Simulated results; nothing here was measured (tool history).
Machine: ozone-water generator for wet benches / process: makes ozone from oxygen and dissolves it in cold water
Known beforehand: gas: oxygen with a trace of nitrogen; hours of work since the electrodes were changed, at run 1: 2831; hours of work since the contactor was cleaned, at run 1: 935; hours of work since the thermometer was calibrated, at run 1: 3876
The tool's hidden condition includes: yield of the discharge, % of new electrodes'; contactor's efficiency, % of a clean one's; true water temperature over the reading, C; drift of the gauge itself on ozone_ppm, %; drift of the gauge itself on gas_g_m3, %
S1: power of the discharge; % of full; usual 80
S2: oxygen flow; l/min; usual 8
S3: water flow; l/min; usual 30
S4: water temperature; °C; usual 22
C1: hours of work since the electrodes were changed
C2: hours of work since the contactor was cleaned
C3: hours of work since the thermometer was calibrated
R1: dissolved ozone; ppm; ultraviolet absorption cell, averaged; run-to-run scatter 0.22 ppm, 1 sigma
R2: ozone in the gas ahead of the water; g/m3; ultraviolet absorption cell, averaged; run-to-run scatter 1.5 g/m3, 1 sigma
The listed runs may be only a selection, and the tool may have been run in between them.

run	hour	S1	S2	S3	S4	C1	C2	C3	R1	R2
1	0	80	8	30	22	2831	935	3876	32.7	289.3
2	204.9	80	8	30	22	3003	1107	4048	32.9	288
3	358.4	80	8	30	22	3132	1236	4177	32.5	290.1
4	578.8	80	8	30	22	3317	1421	4362	32.8	288.4
# hour 751.8: water thermometer calibrated
5	768.6	80	8	30	15	3476	1580	14	36.3	286.7
6	913.1	80	5.88	30	15	3598	1702	136	32.9	313.3
7	1128	43	5.88	30	15	3779	1883	316	19.6	187.4
8	1226.5	43	5.88	30	15	3861	1965	399	19.6	186.9
9	1449.7	50	8	30	22	4049	2153	587	21.9	190.1
10	1617.5	50	8	30	22	4190	2294	728	22.2	194.8
11	1791.7	80	10.52	30	22	4337	2441	874	34.4	261.5
12	1970.9	80	10.52	30	22	4487	2591	1025	33.8	259.9
13	2168.7	80	12.58	30	22	4654	2758	1191	34.4	246.9
14	2350.9	80	8	30	22	4807	2911	1344	32.5	283
15	2530.1	80	8	30	22	4958	3061	1495	32.4	277.9
16	2671.3	80	8	30	22	5076	3180	1614	32.3	279.9
# hour 2766.1: gauge calibrated
17	2853.8	80	8	30	22	5230	3334	1767	32.3	287.4
18	3064	85	4.15	23	14	5406	3510	1944	39.3	371.7
19	3290.7	85	4.15	23	14	5597	3701	2135	39.4	371.1
# hour 3386.4: electrodes of the discharge changed
# hour 3427: contactor cleaned
20	3521.6	44	8	23	22	110	80	2320	24.3	174.5
21	3622.4	44	8	23	22	195	164	2405	23.9	174.6
22	3735.6	44	8	23	22	290	259	2500	24.2	174
23	3856.7	53	8.09	23	22	392	361	2602	28.1	202.9
24	3972.6	77	13.77	30	22	489	459	2700	34	232.7
25	4079.1	69	8	22	22	579	548	2789	36.2	252
26	4274	92	6.01	19	28	743	712	2953	43.1	349.3
27	4372	92	6.01	19	28	825	795	3035	43.6	348.2
28	4504.8	92	6.01	19	28	937	906	3147	43.5	346
29	4689.1	53	5.88	22	21	1092	1061	3302	27.9	218
# hour 4811.5: gauge calibrated
30	4820.7	70	9.13	30	22	1203	1172	3413	29.9	249.8
31	4974.1	73	5	26	18	1332	1301	3542	31.7	308.7
32	5174.6	73	5	26	18	1500	1469	3710	32	308.9

Selected run-to-run steps in R2, each split into two signed amounts: the part the tool would show with no hidden state at all (from settings, incoming material and random variation), and the remainder, which goes to the hidden state together with any gauge scatter not common to the measured and the hidden-state-free results:
Run 6 -> 7: S1 80 -> 43. R2 -125.9 g/m3: hidden state +1.3, all else -127.2.
Run 10 -> 11: S1 50 -> 80, S2 8 -> 10.52. R2 +66.7 g/m3: hidden state -2.1, all else +68.8.
Run 16 -> 17: gauge calibrated. R2 +7.5 g/m3: hidden state +7.9, all else -0.4.
Run 19 -> 20: S1 85 -> 44, S2 4.15 -> 8, S4 14 -> 22, electrodes of the discharge changed, contactor cleaned. R2 -196.6 g/m3: hidden state +2, all else -198.6.
Run 28 -> 29: S1 92 -> 53, S2 6.01 -> 5.88, S3 19 -> 22, S4 28 -> 21. R2 -128 g/m3: hidden state +2, all else -130.
Run 29 -> 30: S1 53 -> 70, S2 5.88 -> 9.13, S3 22 -> 30, S4 21 -> 22, gauge calibrated. R2 +31.8 g/m3: hidden state +4.5, all else +27.3.

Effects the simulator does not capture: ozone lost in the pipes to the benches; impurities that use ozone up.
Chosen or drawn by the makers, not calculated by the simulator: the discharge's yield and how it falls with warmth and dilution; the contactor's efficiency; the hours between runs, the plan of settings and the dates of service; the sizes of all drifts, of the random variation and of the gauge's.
